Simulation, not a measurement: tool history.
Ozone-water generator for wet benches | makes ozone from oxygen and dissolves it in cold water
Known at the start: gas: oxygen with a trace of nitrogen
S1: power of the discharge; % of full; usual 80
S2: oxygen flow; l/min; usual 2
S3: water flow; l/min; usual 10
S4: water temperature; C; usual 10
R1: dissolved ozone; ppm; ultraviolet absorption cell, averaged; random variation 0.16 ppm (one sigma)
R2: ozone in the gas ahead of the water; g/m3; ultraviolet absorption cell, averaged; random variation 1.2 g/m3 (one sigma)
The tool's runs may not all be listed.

Run 1, hour 0: usual settings. Result: R1 17.6 ppm, R2 179.7 g/m3.
Run 2, hour 130.9: usual settings. Result: R1 17.2 ppm, R2 177.3 g/m3.
Run 3, hour 294.6: usual settings. Result: R1 17.2 ppm, R2 175.6 g/m3.
Run 4, hour 424.6: usual settings. Result: R1 16.9 ppm, R2 173.5 g/m3.
Run 5, hour 594.1: usual settings but S2 3.43 l/min. Result: R1 17.9 ppm, R2 135.5 g/m3.
Run 6, hour 712.9: usual settings but S2 3.43 l/min. Result: R1 17.9 ppm, R2 134.3 g/m3.
Run 7, hour 818.6: usual settings but S2 3.43 l/min. Result: R1 18 ppm, R2 133 g/m3.
Run 8, hour 1022.2: usual settings but S2 3.43 l/min. Result: R1 17.5 ppm, R2 131.9 g/m3.
Run 9, hour 1133.7: usual settings but S3 12 l/min. Result: R1 13.5 ppm, R2 166.4 g/m3.
Run 10, hour 1262.8: usual settings but S3 12 l/min. Result: R1 13.4 ppm, R2 165.8 g/m3.
At hour 1418.7: contactor cleaned.
Run 11, hour 1491: usual settings but S3 7 l/min. Result: R1 22.2 ppm, R2 164.4 g/m3.
Run 12, hour 1659.3: usual settings but S3 7 l/min. Result: R1 22 ppm, R2 160.2 g/m3.
Run 13, hour 1839.3: usual settings but S1 43 % of full. Result: R1 10 ppm, R2 102 g/m3.
Run 14, hour 1957.8: usual settings but S1 43 % of full. Result: R1 10.3 ppm, R2 101.5 g/m3.
Run 15, hour 2055: usual settings but S1 73 % of full. Result: R1 14.6 ppm, R2 148.9 g/m3.
Run 16, hour 2177.8: usual settings but S1 73 % of full. Result: R1 14.6 ppm, R2 146.8 g/m3.
Run 17, hour 2405.7: usual settings but S1 94 % of full, S2 2.75 l/min, S3 15 l/min. Result: R1 12.1 ppm, R2 151.8 g/m3.
Run 18, hour 2613.1: usual settings but S1 78 % of full, S2 2.75 l/min, S4 9 C. Result: R1 15.8 ppm, R2 130.6 g/m3.
Run 19, hour 2812.9: usual settings but S1 78 % of full, S2 2.75 l/min, S4 9 C. Result: R1 15.6 ppm, R2 127.8 g/m3.
At hour 2904.5: electrodes of the discharge changed.
Run 20, hour 2984.8: usual settings but S1 96 % of full, S2 2.75 l/min, S4 9 C. Result: R1 26 ppm, R2 219.4 g/m3.
Run 21, hour 3083.8: usual settings but S1 48 % of full, S2 2.04 l/min, S4 9 C. Result: R1 13 ppm, R2 131.3 g/m3.
Run 22, hour 3193.6: usual settings but S1 99 % of full, S2 1.37 l/min. Result: R1 22.5 ppm, R2 304.5 g/m3.
Run 23, hour 3346.6: usual settings but S1 47 % of full, S2 3.53 l/min, S3 13 l/min, S4 8 C. Result: R1 10.9 ppm, R2 100.4 g/m3.
Run 24, hour 3475.1: usual settings but S2 2.04 l/min, S3 11 l/min. Result: R1 18.5 ppm, R2 204.3 g/m3.
Run 25, hour 3696.3: usual settings but S1 43 % of full, S2 3.48 l/min, S3 12 l/min, S4 6 C. Result: R1 11.1 ppm, R2 90.2 g/m3.
Run 26, hour 3842.2: usual settings but S1 53 % of full, S2 1.05 l/min, S3 12 l/min. Result: R1 9.3 ppm, R2 191.5 g/m3.
Run 27, hour 3987: usual settings but S1 53 % of full, S2 1.05 l/min, S3 12 l/min. Result: R1 9.2 ppm, R2 188.5 g/m3.
Run 28, hour 4155.6: usual settings but S1 53 % of full, S2 1.05 l/min, S3 12 l/min. Result: R1 9.1 ppm, R2 185.7 g/m3.
Run 29, hour 4337.3: usual settings but S2 1.99 l/min, S3 8 l/min. Result: R1 23.4 ppm, R2 200.5 g/m3.
Run 30, hour 4462: usual settings but S1 78 % of full, S2 2.34 l/min, S3 11 l/min, S4 8 C. Result: R1 17.9 ppm, R2 178.5 g/m3.
At hour 4480.5: water thermometer calibrated.
Run 31, hour 4562.5: usual settings but S1 88 % of full, S2 2.06 l/min, S3 12 l/min. Result: R1 17 ppm, R2 209.8 g/m3.
At hour 4658.4: contactor cleaned.
Run 32, hour 4743.4: usual settings but S1 58 % of full, S2 2.06 l/min, S3 12 l/min. Result: R1 12.5 ppm, R2 144.5 g/m3.

5 ways to go on from here, each from the tool as it stands after run 32. What would each give?
Run A, hour 4947.8: usual settings but S1 100 % of full, S2 1.81 l/min, S3 8 l/min. Result: R1 ?, R2 ?.
Run B, hour 4947.8: usual settings but S1 58 % of full, S2 2.06 l/min, S4 6 C. Result: R1 ?, R2 ?.
Run C, hour 4947.8: usual settings but S1 58 % of full, S2 2.17 l/min, S3 11 l/min, S4 7 C. Result: R1 ?, R2 ?.
Run D, hour 4947.8: usual settings but S1 58 % of full, S2 2.06 l/min, S3 7 l/min. Result: R1 ?, R2 ?.
Run E, hour 4947.8: usual settings but S1 58 % of full, S2 1.77 l/min, S3 12 l/min. Result: R1 ?, R2 ?.

run    R1     R2
  A  27.9  242.5
  B  14.9  143.9
  C  13.7  140.4
  D    20  145.4
  E  11.7  156.8
Without the tool's hidden state the same runs would have given:
run    R1     R2
  A  31.7  272.7
  B  16.2    155
  C  14.9  151.1
  D  21.7  156.5
  E  12.7  168.8
